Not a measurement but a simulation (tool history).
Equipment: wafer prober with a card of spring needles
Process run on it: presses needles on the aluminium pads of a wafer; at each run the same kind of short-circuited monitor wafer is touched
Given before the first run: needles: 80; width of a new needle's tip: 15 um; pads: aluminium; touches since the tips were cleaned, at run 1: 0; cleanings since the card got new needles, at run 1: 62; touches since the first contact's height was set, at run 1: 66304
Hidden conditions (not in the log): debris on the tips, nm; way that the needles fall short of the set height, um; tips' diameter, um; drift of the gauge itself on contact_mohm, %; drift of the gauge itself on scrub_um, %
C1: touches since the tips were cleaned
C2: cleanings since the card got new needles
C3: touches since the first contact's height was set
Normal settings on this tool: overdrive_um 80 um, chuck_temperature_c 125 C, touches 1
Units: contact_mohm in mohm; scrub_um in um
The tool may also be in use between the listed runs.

{"run": 1, "hour": 0.0, "overdrive_um": 80, "chuck_temperature_c": 125, "touches": 1, "C1": 0, "C2": 62, "C3": 66304, "contact_mohm": 287, "scrub_um": 10.75}
{"hour": 6.4, "done": "tips cleaned on abrasive film"}
{"hour": 12.7, "done": "tips cleaned on abrasive film"}
{"hour": 17.8, "done": "tips cleaned on abrasive film"}
{"hour": 23.3, "done": "tips cleaned on abrasive film"}
{"run": 2, "hour": 23.3, "overdrive_um": 80, "chuck_temperature_c": 125, "touches": 1, "C1": 0, "C2": 66, "C3": 75735, "contact_mohm": 288, "scrub_um": 10.69}
{"hour": 26.1, "done": "height of the first contact set anew"}
{"hour": 30.0, "done": "tips cleaned on abrasive film"}
{"hour": 35.1, "done": "tips cleaned on abrasive film"}
{"hour": 40.2, "done": "tips cleaned on abrasive film"}
{"hour": 45.3, "done": "tips cleaned on abrasive film"}
{"hour": 50.4, "done": "tips cleaned on abrasive film"}
{"run": 3, "hour": 55.3, "overdrive_um": 80, "chuck_temperature_c": 125, "touches": 1, "C1": 2001, "C2": 71, "C3": 11781, "contact_mohm": 334, "scrub_um": 11.05}
{"hour": 56.6, "done": "tips cleaned on abrasive film"}
{"hour": 63.0, "done": "tips cleaned on abrasive film"}
{"hour": 69.3, "done": "tips cleaned on abrasive film"}
{"hour": 75.7, "done": "tips cleaned on abrasive film"}
{"hour": 82.0, "done": "tips cleaned on abrasive film"}
{"hour": 88.4, "done": "tips cleaned on abrasive film"}
{"hour": 93.5, "done": "tips cleaned on abrasive film"}
{"run": 4, "hour": 96.9, "overdrive_um": 80, "chuck_temperature_c": 125, "touches": 1, "C1": 1404, "C2": 78, "C3": 28626, "contact_mohm": 323, "scrub_um": 11.06}
{"hour": 99.5, "done": "tips cleaned on abrasive film"}
{"hour": 105.9, "done": "tips cleaned on abrasive film"}
{"hour": 112.2, "done": "tips cleaned on abrasive film"}
{"hour": 117.3, "done": "tips cleaned on abrasive film"}
{"run": 5, "hour": 120.4, "overdrive_um": 67, "chuck_temperature_c": 125, "touches": 1, "C1": 1271, "C2": 82, "C3": 38132, "contact_mohm": 349, "scrub_um": 9.12}
{"hour": 123.0, "done": "tips cleaned on abrasive film"}
{"hour": 128.1, "done": "tips cleaned on abrasive film"}
{"hour": 134.5, "done": "tips cleaned on abrasive film"}
{"hour": 139.6, "done": "tips cleaned on abrasive film"}
{"hour": 146.0, "done": "tips cleaned on abrasive film"}
{"hour": 151.1, "done": "tips cleaned on abrasive film"}
{"run": 6, "hour": 152.0, "overdrive_um": 69, "chuck_temperature_c": 125, "touches": 1, "C1": 401, "C2": 88, "C3": 50887, "contact_mohm": 312, "scrub_um": 9.27}
{"hour": 157.2, "done": "tips cleaned on abrasive film"}
{"hour": 162.3, "done": "tips cleaned on abrasive film"}
{"hour": 167.4, "done": "tips cleaned on abrasive film"}
{"run": 7, "hour": 171.3, "overdrive_um": 69, "chuck_temperature_c": 125, "touches": 1, "C1": 1610, "C2": 91, "C3": 58673, "contact_mohm": 352, "scrub_um": 9.34}
{"hour": 172.6, "done": "tips cleaned on abrasive film"}
{"hour": 177.7, "done": "tips cleaned on abrasive film"}
{"hour": 182.8, "done": "tips cleaned on abrasive film"}
{"hour": 187.9, "done": "tips cleaned on abrasive film"}
{"hour": 194.3, "done": "tips cleaned on abrasive film"}
{"hour": 200.4, "done": "tips cleaned on abrasive film"}
{"run": 8, "hour": 200.4, "overdrive_um": 69, "chuck_temperature_c": 125, "touches": 1, "C1": 0, "C2": 97, "C3": 70410, "contact_mohm": 293, "scrub_um": 9.2}
{"hour": 205.5, "done": "tips cleaned on abrasive film"}
{"hour": 210.6, "done": "tips cleaned on abrasive film"}
{"hour": 217.0, "done": "tips cleaned on abrasive film"}
{"hour": 217.3, "done": "height of the first contact set anew"}
{"hour": 222.4, "done": "tips cleaned on abrasive film"}
{"hour": 227.5, "done": "tips cleaned on abrasive film"}
{"hour": 233.8, "done": "tips cleaned on abrasive film"}
{"run": 9, "hour": 235.1, "overdrive_um": 63, "chuck_temperature_c": 125, "touches": 1, "C1": 506, "C2": 103, "C3": 7197, "contact_mohm": 321, "scrub_um": 8.76}
{"hour": 240.2, "done": "tips cleaned on abrasive film"}
{"hour": 245.3, "done": "tips cleaned on abrasive film"}
{"hour": 251.6, "done": "tips cleaned on abrasive film"}
{"run": 10, "hour": 255.3, "overdrive_um": 80, "chuck_temperature_c": 125, "touches": 1, "C1": 1503, "C2": 106, "C3": 15391, "contact_mohm": 329, "scrub_um": 11.02}
{"hour": 257.9, "done": "tips cleaned on abrasive film"}
{"hour": 264.3, "done": "tips cleaned on abrasive film"}
{"hour": 269.4, "done": "tips cleaned on abrasive film"}
{"hour": 274.5, "done": "tips cleaned on abrasive film"}
{"hour": 279.6, "done": "tips cleaned on abrasive film"}
{"run": 11, "hour": 283.4, "overdrive_um": 80, "chuck_temperature_c": 125, "touches": 1, "C1": 1577, "C2": 111, "C3": 26747, "contact_mohm": 344, "scrub_um": 11.06}
{"hour": 284.8, "done": "tips cleaned on abrasive film"}
{"hour": 291.1, "done": "tips cleaned on abrasive film"}
{"hour": 296.2, "done": "tips cleaned on abrasive film"}
{"hour": 302.6, "done": "tips cleaned on abrasive film"}
{"run": 12, "hour": 303.6, "overdrive_um": 64, "chuck_temperature_c": 125, "touches": 1, "C1": 404, "C2": 115, "C3": 34872, "contact_mohm": 325, "scrub_um": 8.71}
{"hour": 308.7, "done": "tips cleaned on abrasive film"}
{"hour": 315.0, "done": "tips cleaned on abrasive film"}
{"hour": 321.4, "done": "tips cleaned on abrasive film"}
{"hour": 327.7, "done": "tips cleaned on abrasive film"}
{"hour": 332.8, "done": "tips cleaned on abrasive film"}
{"hour": 339.2, "done": "tips cleaned on abrasive film"}
{"hour": 345.6, "done": "tips cleaned on abrasive film"}
{"run": 13, "hour": 348.6, "overdrive_um": 64, "chuck_temperature_c": 110, "touches": 1, "C1": 1260, "C2": 122, "C3": 53118, "contact_mohm": 367, "scrub_um": 8.64}
{"hour": 351.2, "done": "tips cleaned on abrasive film"}
{"hour": 356.3, "done": "tips cleaned on abrasive film"}
{"hour": 361.4, "done": "tips cleaned on abrasive film"}
{"hour": 367.8, "done": "tips cleaned on abrasive film"}
{"hour": 374.2, "done": "tips cleaned on abrasive film"}
{"hour": 379.3, "done": "tips cleaned on abrasive film"}
{"hour": 384.4, "done": "tips cleaned on abrasive film"}
{"hour": 390.7, "done": "tips cleaned on abrasive film"}
{"run": 14, "hour": 395.4, "overdrive_um": 64, "chuck_temperature_c": 110, "touches": 1, "C1": 1939, "C2": 130, "C3": 72042, "contact_mohm": 386, "scrub_um": 8.59}
{"hour": 396.8, "done": "tips cleaned on abrasive film"}
{"hour": 403.1, "done": "tips cleaned on abrasive film"}
{"hour": 408.2, "done": "tips cleaned on abrasive film"}
{"hour": 408.5, "done": "height of the first contact set anew"}
{"hour": 413.7, "done": "tips cleaned on abrasive film"}
{"hour": 420.0, "done": "tips cleaned on abrasive film"}
{"run": 15, "hour": 424.1, "overdrive_um": 89, "chuck_temperature_c": 110, "touches": 1, "C1": 1665, "C2": 135, "C3": 6297, "contact_mohm": 328, "scrub_um": 12.41}
{"hour": 425.4, "done": "tips cleaned on abrasive film"}
{"hour": 430.5, "done": "tips cleaned on abrasive film"}
{"hour": 436.9, "done": "tips cleaned on abrasive film"}
{"hour": 442.0, "done": "tips cleaned on abrasive film"}
{"hour": 447.1, "done": "tips cleaned on abrasive film"}
{"hour": 453.4, "done": "tips cleaned on abrasive film"}
{"hour": 458.5, "done": "tips cleaned on abrasive film"}
{"hour": 463.7, "done": "tips cleaned on abrasive film"}
{"run": 16, "hour": 465.8, "overdrive_um": 91, "chuck_temperature_c": 125, "touches": 1, "C1": 878, "C2": 143, "C3": 23131, "contact_mohm": 318, "scrub_um": 12.55}
{"hour": 469.6, "done": "tips cleaned on abrasive film"}
{"hour": 476.0, "done": "tips cleaned on abrasive film"}
{"hour": 481.1, "done": "tips cleaned on abrasive film"}
{"hour": 486.9, "done": "tips cleaned on abrasive film"}
{"run": 17, "hour": 486.9, "overdrive_um": 92, "chuck_temperature_c": 33, "touches": 1, "C1": 0, "C2": 147, "C3": 31658, "contact_mohm": 260, "scrub_um": 12.65}
{"hour": 493.3, "done": "tips cleaned on abrasive film"}
{"hour": 498.4, "done": "tips cleaned on abrasive film"}
{"hour": 504.7, "done": "tips cleaned on abrasive film"}
{"hour": 509.8, "done": "tips cleaned on abrasive film"}
{"hour": 514.9, "done": "tips cleaned on abrasive film"}
{"hour": 520.8, "done": "tips cleaned on abrasive film"}
{"run": 18, "hour": 520.8, "overdrive_um": 90, "chuck_temperature_c": 25, "touches": 1, "C1": 0, "C2": 153, "C3": 45335, "contact_mohm": 260, "scrub_um": 12.31}
{"hour": 525.9, "done": "tips cleaned on abrasive film"}
{"hour": 532.2, "done": "tips cleaned on abrasive film"}
{"hour": 537.3, "done": "tips cleaned on abrasive film"}
{"hour": 543.7, "done": "tips cleaned on abrasive film"}
{"hour": 550.1, "done": "tips cleaned on abrasive film"}
{"hour": 555.2, "done": "tips cleaned on abrasive film"}
{"run": 19, "hour": 558.4, "overdrive_um": 90, "chuck_temperature_c": 69, "touches": 1, "C1": 1313, "C2": 159, "C3": 60546, "contact_mohm": 318, "scrub_um": 12.26}
{"hour": 561.0, "done": "tips cleaned on abrasive film"}
{"hour": 566.1, "done": "tips cleaned on abrasive film"}
{"hour": 571.2, "done": "tips cleaned on abrasive film"}
{"hour": 576.3, "done": "tips cleaned on abrasive film"}
{"hour": 581.4, "done": "tips cleaned on abrasive film"}
{"hour": 587.7, "done": "tips cleaned on abrasive film"}
{"hour": 594.1, "done": "tips cleaned on abrasive film"}
{"hour": 599.2, "done": "tips cleaned on abrasive film"}
{"hour": 599.5, "done": "height of the first contact set anew"}
{"run": 20, "hour": 599.5, "overdrive_um": 90, "chuck_temperature_c": 69, "touches": 1, "C1": 15, "C2": 167, "C3": 15, "contact_mohm": 273, "scrub_um": 12.57}
{"hour": 604.6, "done": "tips cleaned on abrasive film"}
{"hour": 611.0, "done": "tips cleaned on abrasive film"}
{"hour": 617.4, "done": "tips cleaned on abrasive film"}
{"hour": 622.5, "done": "tips cleaned on abrasive film"}
{"run": 21, "hour": 623.3, "overdrive_um": 90, "chuck_temperature_c": 69, "touches": 2, "C1": 341, "C2": 171, "C3": 9626, "contact_mohm": 279, "scrub_um": 12.5}
{"hour": 628.4, "done": "tips cleaned on abrasive film"}
{"hour": 633.5, "done": "tips cleaned on abrasive film"}
{"hour": 638.6, "done": "tips cleaned on abrasive film"}
{"run": 22, "hour": 642.9, "overdrive_um": 83, "chuck_temperature_c": 71, "touches": 3, "C1": 1767, "C2": 174, "C3": 17570, "contact_mohm": 297, "scrub_um": 11.57}
{"hour": 644.3, "done": "tips cleaned on abrasive film"}
{"hour": 650.6, "done": "tips cleaned on abrasive film"}
{"hour": 655.7, "done": "tips cleaned on abrasive film"}
{"hour": 662.1, "done": "tips cleaned on abrasive film"}
{"hour": 667.2, "done": "tips cleaned on abrasive film"}
{"hour": 673.5, "done": "tips cleaned on abrasive film"}
{"run": 23, "hour": 675.0, "overdrive_um": 88, "chuck_temperature_c": 57, "touches": 1, "C1": 613, "C2": 180, "C3": 30537, "contact_mohm": 296, "scrub_um": 12.1}
{"hour": 678.9, "done": "tips cleaned on abrasive film"}
{"hour": 684.0, "done": "tips cleaned on abrasive film"}
{"hour": 689.1, "done": "tips cleaned on abrasive film"}
{"hour": 694.8, "done": "tips cleaned on abrasive film"}
{"run": 24, "hour": 694.8, "overdrive_um": 63, "chuck_temperature_c": 30, "touches": 1, "C1": 0, "C2": 184, "C3": 38484, "contact_mohm": 273, "scrub_um": 8.56}
{"hour": 701.1, "done": "tips cleaned on abrasive film"}
{"hour": 706.2, "done": "tips cleaned on abrasive film"}
{"hour": 712.6, "done": "tips cleaned on abrasive film"}
{"hour": 717.7, "done": "tips cleaned on abrasive film"}
{"run": 25, "hour": 721.9, "overdrive_um": 68, "chuck_temperature_c": 30, "touches": 1, "C1": 1732, "C2": 188, "C3": 49479, "contact_mohm": 378, "scrub_um": 9.22}

Below are 3 alternative next runs, each starting from the tool's condition after run 25. Predict each:
{"hour": 723.2, "done": "tips cleaned on abrasive film"}
{"hour": 728.3, "done": "tips cleaned on abrasive film"}
{"hour": 733.5, "done": "tips cleaned on abrasive film"}
{"hour": 739.8, "done": "tips cleaned on abrasive film"}
{"hour": 744.9, "done": "tips cleaned on abrasive film"}
{"run": "A", "hour": 745.8, "overdrive_um": 80, "chuck_temperature_c": 26, "touches": 1, "C1": 360, "C2": 193, "C3": 59103, "contact_mohm": "?", "scrub_um": "?"}
{"hour": 723.2, "done": "tips cleaned on abrasive film"}
{"hour": 728.3, "done": "tips cleaned on abrasive film"}
{"hour": 733.5, "done": "tips cleaned on abrasive film"}
{"hour": 739.8, "done": "tips cleaned on abrasive film"}
{"hour": 744.9, "done": "tips cleaned on abrasive film"}
{"run": "B", "hour": 745.8, "overdrive_um": 68, "chuck_temperature_c": 48, "touches": 1, "C1": 360, "C2": 193, "C3": 59103, "contact_mohm": "?", "scrub_um": "?"}
{"hour": 723.2, "done": "tips cleaned on abrasive film"}
{"hour": 728.3, "done": "tips cleaned on abrasive film"}
{"hour": 733.5, "done": "tips cleaned on abrasive film"}
{"hour": 739.8, "done": "tips cleaned on abrasive film"}
{"hour": 744.9, "done": "tips cleaned on abrasive film"}
{"run": "C", "hour": 745.8, "overdrive_um": 90, "chuck_temperature_c": 46, "touches": 1, "C1": 360, "C2": 193, "C3": 59103, "contact_mohm": "?", "scrub_um": "?"}

run=A contact_mohm=285 scrub_um=10.85
run=B contact_mohm=302 scrub_um=9.15
run=C contact_mohm=282 scrub_um=12.25
With no hidden state in the tool, these same runs would have given:
run=A contact_mohm=255 scrub_um=11.21
run=B contact_mohm=262 scrub_um=9.51
run=C contact_mohm=258 scrub_um=12.61
